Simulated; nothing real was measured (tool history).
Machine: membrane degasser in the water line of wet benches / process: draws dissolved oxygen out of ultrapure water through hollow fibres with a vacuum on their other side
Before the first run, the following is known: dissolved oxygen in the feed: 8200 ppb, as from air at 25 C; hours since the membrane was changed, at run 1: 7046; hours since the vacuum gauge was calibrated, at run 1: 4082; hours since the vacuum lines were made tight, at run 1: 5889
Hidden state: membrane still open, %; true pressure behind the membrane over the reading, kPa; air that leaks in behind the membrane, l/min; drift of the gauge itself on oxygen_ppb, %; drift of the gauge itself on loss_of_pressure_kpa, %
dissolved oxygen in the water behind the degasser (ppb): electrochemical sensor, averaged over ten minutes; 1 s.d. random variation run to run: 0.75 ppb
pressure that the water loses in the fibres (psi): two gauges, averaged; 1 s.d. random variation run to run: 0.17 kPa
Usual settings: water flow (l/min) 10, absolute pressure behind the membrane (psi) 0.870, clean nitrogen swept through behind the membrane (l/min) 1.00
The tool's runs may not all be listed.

| run | hour | water flow (l/min) | absolute pressure behind the membrane (psi) | clean nitrogen swept through behind the membrane (l/min) | hours since the membrane was changed | hours since the vacuum gauge was calibrated | hours since the vacuum lines were made tight | dissolved oxygen in the water behind the degasser (ppb) | pressure that the water loses in the fibres (psi) |
|---|---|---|---|---|---|---|---|---|---|
| 1 | 0.0 | 10 | 0.870 | 1.00 | 7046 | 4082 | 5889 | 69.2 | 4.121 |
| 2 | 154.1 | 13 | 0.870 | 1.00 | 7200 | 4236 | 6043 | 88.5 | 5.374 |
| 3 | 267.4 | 13 | 0.870 | 1.00 | 7314 | 4350 | 6156 | 89.1 | 5.334 |
|  | 389.2 | seals of the vacuum lines changed |
| 4 | 397.1 | 10 | 0.870 | 1.00 | 7441 | 4477 | 8 | 68.5 | 4.083 |
| 5 | 494.2 | 10 | 0.524 | 1.00 | 7538 | 4574 | 105 | 12.4 | 4.179 |
| 6 | 623.5 | 10 | 0.870 | 1.64 | 7668 | 4704 | 234 | 43.4 | 4.160 |
| 7 | 717.4 | 15 | 0.870 | 1.00 | 7762 | 4798 | 328 | 103.4 | 6.212 |
| 8 | 890.7 | 10 | 0.870 | 1.00 | 7935 | 4971 | 502 | 68.8 | 4.131 |
| 9 | 1071.9 | 10 | 0.870 | 1.00 | 8116 | 5152 | 683 | 69.7 | 4.145 |
| 10 | 1290.2 | 10 | 0.870 | 1.00 | 8334 | 5370 | 901 | 68.8 | 4.177 |
| 11 | 1418.4 | 10 | 0.870 | 1.00 | 8463 | 5499 | 1029 | 68.4 | 4.083 |
| 12 | 1534.9 | 10 | 0.870 | 1.00 | 8579 | 5615 | 1146 | 70.1 | 4.148 |
| 13 | 1715.3 | 10 | 0.870 | 1.00 | 8759 | 5796 | 1326 | 68.7 | 4.129 |
| 14 | 1828.8 | 10 | 1.360 | 1.00 | 8873 | 5909 | 1440 | 143.4 | 4.099 |
| 15 | 2010.2 | 10 | 1.360 | 1.00 | 9054 | 6090 | 1621 | 147.4 | 4.129 |
| 16 | 2166.3 | 10 | 1.360 | 1.00 | 9211 | 6247 | 1777 | 148.5 | 4.132 |
| 17 | 2311.3 | 14 | 2.097 | 1.45 | 9355 | 6392 | 1922 | 251.4 | 5.787 |
| 18 | 2515.5 | 10 | 1.793 | 0.56 | 9560 | 6596 | 2126 | 360.2 | 4.150 |
| 19 | 2631.3 | 6 | 0.525 | 1.16 | 9675 | 6712 | 2242 | 5.7 | 2.482 |
| 20 | 2820.6 | 10 | 0.628 | 1.00 | 9865 | 6901 | 2431 | 29.1 | 4.110 |
|  | 2859.1 | vacuum gauge calibrated |
| 21 | 2932.8 | 15 | 2.003 | 0.67 | 9976 | 74 | 2543 | 501.5 | 6.139 |
| 22 | 3069.7 | 15 | 2.003 | 0.67 | 10113 | 211 | 2680 | 503.9 | 6.208 |
| 23 | 3275.4 | 15 | 2.003 | 0.67 | 10319 | 416 | 2886 | 497.0 | 6.237 |
| 24 | 3466.3 | 10 | 1.307 | 0.44 | 10510 | 607 | 3077 | 280.8 | 4.184 |
| 25 | 3603.2 | 6 | 0.870 | 1.00 | 10647 | 744 | 3214 | 41.2 | 2.493 |
| 26 | 3708.3 | 10 | 1.121 | 1.00 | 10752 | 849 | 3319 | 110.0 | 4.125 |
| 27 | 3828.8 | 8 | 1.096 | 2.07 | 10873 | 970 | 3439 | 43.1 | 3.327 |
| 28 | 3939.6 | 6 | 2.035 | 0.83 | 10983 | 1080 | 3550 | 187.8 | 2.486 |
| 29 | 4095.2 | 7 | 2.035 | 0.69 | 11139 | 1236 | 3706 | 253.0 | 2.873 |
| 30 | 4264.2 | 7 | 2.035 | 2.39 | 11308 | 1405 | 3875 | 78.5 | 2.873 |
| 31 | 4422.5 | 9 | 0.870 | 2.82 | 11466 | 1563 | 4033 | 23.4 | 3.691 |

Forecast each of these 3 alternatives for the next run:
| A | 4613.3 | 10 | 1.081 | 1.00 | 11657 | 1754 | 4224 | ? | ? |
| B | 4613.3 | 7 | 0.870 | 2.39 | 11657 | 1754 | 4224 | ? | ? |
| C | 4613.3 | 9 | 1.269 | 2.82 | 11657 | 1754 | 4224 | ? | ? |

| run | dissolved oxygen in the water behind the degasser (ppb) | pressure that the water loses in the fibres (psi) |
|---|---|---|
| A | 103.4 | 4.160 |
| B | 20.7 | 2.938 |
| C | 45.2 | 3.680 |
With no hidden state in the tool, these same runs would have given:
| run | dissolved oxygen in the water behind the degasser (ppb) | pressure that the water loses in the fibres (psi) |
|---|---|---|
| A | 103.3 | 4.154 |
| B | 20.7 | 2.936 |
| C | 45.1 | 3.675 |
